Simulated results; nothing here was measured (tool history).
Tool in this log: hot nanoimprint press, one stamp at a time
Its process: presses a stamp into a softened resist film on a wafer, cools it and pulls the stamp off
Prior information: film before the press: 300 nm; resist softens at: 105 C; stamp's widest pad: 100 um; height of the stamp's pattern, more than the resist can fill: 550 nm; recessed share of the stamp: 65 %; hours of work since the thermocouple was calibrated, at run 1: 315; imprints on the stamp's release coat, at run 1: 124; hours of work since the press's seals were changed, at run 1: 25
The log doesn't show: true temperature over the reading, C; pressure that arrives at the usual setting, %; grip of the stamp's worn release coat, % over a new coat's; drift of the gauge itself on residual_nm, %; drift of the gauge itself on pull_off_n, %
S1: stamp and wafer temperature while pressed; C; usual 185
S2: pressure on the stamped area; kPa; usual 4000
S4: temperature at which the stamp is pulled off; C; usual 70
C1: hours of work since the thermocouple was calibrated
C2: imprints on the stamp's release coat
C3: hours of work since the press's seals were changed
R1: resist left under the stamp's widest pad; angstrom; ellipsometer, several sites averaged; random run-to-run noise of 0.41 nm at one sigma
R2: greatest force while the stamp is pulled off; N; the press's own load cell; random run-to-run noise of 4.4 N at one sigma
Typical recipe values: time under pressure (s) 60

{"run": 1, "day": 0.0, "S1": 185, "S2": 4000, "time under pressure (s)": 60, "S4": 70, "C1": 315, "C2": 124, "C3": 25, "R1": 1371, "R2": 219}
{"run": 2, "day": 0.371, "S1": 185, "S2": 4000, "time under pressure (s)": 60, "S4": 70, "C1": 322, "C2": 158, "C3": 31, "R1": 1367, "R2": 220}
{"run": 3, "day": 0.833, "S1": 185, "S2": 4000, "time under pressure (s)": 60, "S4": 70, "C1": 330, "C2": 201, "C3": 39, "R1": 1371, "R2": 219}
{"run": 4, "day": 1.042, "S1": 185, "S2": 4000, "time under pressure (s)": 60, "S4": 70, "C1": 333, "C2": 220, "C3": 43, "R1": 1372, "R2": 226}
{"run": 5, "day": 1.304, "S1": 185, "S2": 4000, "time under pressure (s)": 60, "S4": 70, "C1": 338, "C2": 245, "C3": 47, "R1": 1367, "R2": 229}
{"day": 1.575, "done": "plate thermocouple calibrated"}
{"run": 6, "day": 1.704, "S1": 185, "S2": 4000, "time under pressure (s)": 60, "S4": 70, "C1": 2, "C2": 270, "C3": 52, "R1": 1361, "R2": 227}
{"run": 7, "day": 2.108, "S1": 185, "S2": 4000, "time under pressure (s)": 60, "S4": 70, "C1": 9, "C2": 308, "C3": 59, "R1": 1361, "R2": 238}
{"run": 8, "day": 2.433, "S1": 185, "S2": 4000, "time under pressure (s)": 60, "S4": 70, "C1": 15, "C2": 338, "C3": 64, "R1": 1358, "R2": 229}
{"day": 2.679, "done": "plate thermocouple calibrated, once more"}
{"run": 9, "day": 3.004, "S1": 185, "S2": 4000, "time under pressure (s)": 60, "S4": 70, "C1": 6, "C2": 380, "C3": 72, "R1": 1416, "R2": 249}
{"run": 10, "day": 3.375, "S1": 185, "S2": 4000, "time under pressure (s)": 60, "S4": 70, "C1": 12, "C2": 414, "C3": 78, "R1": 1420, "R2": 254}
{"run": 11, "day": 3.788, "S1": 185, "S2": 4000, "time under pressure (s)": 31, "S4": 70, "C1": 19, "C2": 452, "C3": 86, "R1": 1728, "R2": 242}
{"run": 12, "day": 4.192, "S1": 185, "S2": 4000, "time under pressure (s)": 31, "S4": 70, "C1": 26, "C2": 490, "C3": 93, "R1": 1720, "R2": 253}
{"run": 13, "day": 4.558, "S1": 185, "S2": 4000, "time under pressure (s)": 31, "S4": 68, "C1": 32, "C2": 524, "C3": 99, "R1": 1717, "R2": 271}
{"run": 14, "day": 4.812, "S1": 179, "S2": 2930, "time under pressure (s)": 60, "S4": 66, "C1": 37, "C2": 548, "C3": 103, "R1": 1885, "R2": 289}
{"run": 15, "day": 5.15, "S1": 185, "S2": 4000, "time under pressure (s)": 59, "S4": 62, "C1": 43, "C2": 579, "C3": 109, "R1": 1422, "R2": 315}
{"run": 16, "day": 5.621, "S1": 178, "S2": 4000, "time under pressure (s)": 69, "S4": 62, "C1": 51, "C2": 622, "C3": 117, "R1": 1592, "R2": 319}
{"run": 17, "day": 5.879, "S1": 178, "S2": 4000, "time under pressure (s)": 69, "S4": 62, "C1": 55, "C2": 646, "C3": 122, "R1": 1589, "R2": 316}
{"run": 18, "day": 6.112, "S1": 181, "S2": 2830, "time under pressure (s)": 61, "S4": 70, "C1": 59, "C2": 668, "C3": 126, "R1": 1832, "R2": 270}
{"run": 19, "day": 6.325, "S1": 178, "S2": 6180, "time under pressure (s)": 60, "S4": 70, "C1": 63, "C2": 688, "C3": 129, "R1": 1303, "R2": 266}
{"run": 20, "day": 6.704, "S1": 173, "S2": 4700, "time under pressure (s)": 60, "S4": 66, "C1": 69, "C2": 723, "C3": 136, "R1": 1707, "R2": 299}
{"run": 21, "day": 7.158, "S1": 173, "S2": 4700, "time under pressure (s)": 60, "S4": 66, "C1": 77, "C2": 765, "C3": 144, "R1": 1705, "R2": 306}
{"run": 22, "day": 7.446, "S1": 173, "S2": 4700, "time under pressure (s)": 60, "S4": 66, "C1": 82, "C2": 792, "C3": 149, "R1": 1706, "R2": 308}
{"run": 23, "day": 7.908, "S1": 182, "S2": 4930, "time under pressure (s)": 94, "S4": 70, "C1": 90, "C2": 835, "C3": 157, "R1": 1150, "R2": 282}
{"run": 24, "day": 8.15, "S1": 185, "S2": 5330, "time under pressure (s)": 60, "S4": 74, "C1": 94, "C2": 857, "C3": 161, "R1": 1192, "R2": 256}
{"run": 25, "day": 8.55, "S1": 185, "S2": 5330, "time under pressure (s)": 60, "S4": 74, "C1": 101, "C2": 895, "C3": 168, "R1": 1194, "R2": 251}
{"run": 26, "day": 8.767, "S1": 185, "S2": 5600, "time under pressure (s)": 60, "S4": 65, "C1": 105, "C2": 915, "C3": 171, "R1": 1162, "R2": 316}

Subtracting, for every run, the result it would have given without the tool's unlogged condition from the measured result gives the following. The same run-to-run variation enters both numbers; the gauge's scatter may not:
run=1 R1=-44 R2=+2
run=2 R1=-43 R2=+4
run=3 R1=-44 R2=+7
run=4 R1=-45 R2=+9
run=5 R1=-46 R2=+11
run=6 R1=-51 R2=+12
run=7 R1=-51 R2=+16
run=8 R1=-52 R2=+17
run=9 R1=+3 R2=+31
run=10 R1=+2 R2=+34
run=11 R1=+2 R2=+35
run=12 R1=+1 R2=+39
run=13 R1=+0 R2=+45
run=14 R1=-2 R2=+50
run=15 R1=-1 R2=+56
run=16 R1=-3 R2=+61
run=17 R1=-3 R2=+61
run=18 R1=-5 R2=+54
run=19 R1=-2 R2=+55
run=20 R1=-5 R2=+64
run=21 R1=-6 R2=+69
run=22 R1=-7 R2=+70
run=23 R1=-4 R2=+68
run=24 R1=-5 R2=+62
run=25 R1=-6 R2=+63
run=26 R1=-5 R2=+81

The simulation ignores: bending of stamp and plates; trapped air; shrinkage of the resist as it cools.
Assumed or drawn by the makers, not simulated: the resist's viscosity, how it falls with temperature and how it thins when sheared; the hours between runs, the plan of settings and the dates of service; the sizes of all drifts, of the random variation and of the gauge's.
